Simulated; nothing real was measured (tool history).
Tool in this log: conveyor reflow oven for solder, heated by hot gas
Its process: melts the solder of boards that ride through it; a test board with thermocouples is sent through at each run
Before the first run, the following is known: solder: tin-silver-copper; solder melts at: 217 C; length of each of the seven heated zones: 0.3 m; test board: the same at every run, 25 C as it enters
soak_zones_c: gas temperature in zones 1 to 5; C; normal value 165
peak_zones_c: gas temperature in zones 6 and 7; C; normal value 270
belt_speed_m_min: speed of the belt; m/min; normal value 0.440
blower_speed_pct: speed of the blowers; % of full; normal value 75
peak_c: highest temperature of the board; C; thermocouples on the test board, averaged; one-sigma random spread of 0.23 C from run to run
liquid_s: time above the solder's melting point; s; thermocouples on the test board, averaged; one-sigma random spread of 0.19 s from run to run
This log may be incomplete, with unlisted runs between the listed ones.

run  hour  soak_zones_c  peak_zones_c  belt_speed_m_min  blower_speed_pct  peak_c  liquid_s
  1   0.0           165           270             0.440                75   256.0      62.2
  2   6.6           165           270             0.440                75   255.6      62.1
  3  11.9           165           270             0.440                75   255.7      61.9
  4  21.3           165           270             0.440                75   255.6      61.7
  5  33.3           165           270             0.440                75   256.5      62.1
  6  41.7           159           270             0.440                63   251.6      56.4
  7  50.0           165           262             0.440                64   246.3      53.7
     55.0  -- belt drive overhauled, speed set with a stopwatch
  8  65.6           151           270             0.390                75   258.1      68.2
  9  72.2           151           270             0.440                64   251.1      53.3
 10  80.7           151           270             0.440                64   250.8      53.4

What if the next run were any one of these 5? Each begins from the tool's condition after run 10:
  A  87.5           151           270             0.440                74       ?         ?
  B  87.5           165           281             0.486                57       ?         ?
  C  87.5           151           263             0.440                63       ?         ?
  D  87.5           151           270             0.380                67       ?         ?
  E  87.5           165           270             0.440                60       ?         ?

run  peak_c  liquid_s
  A   253.7      56.5
  B   256.8      55.1
  C   244.6      47.5
  D   256.7      68.5
  E   251.9      58.2
With the hidden condition removed and each run's random variation left untouched, the same runs would have given:
run  peak_c  liquid_s
  A   256.1      58.4
  B   259.1      56.5
  C   246.8      49.8
  D   258.6      70.0
  E   253.8      59.7
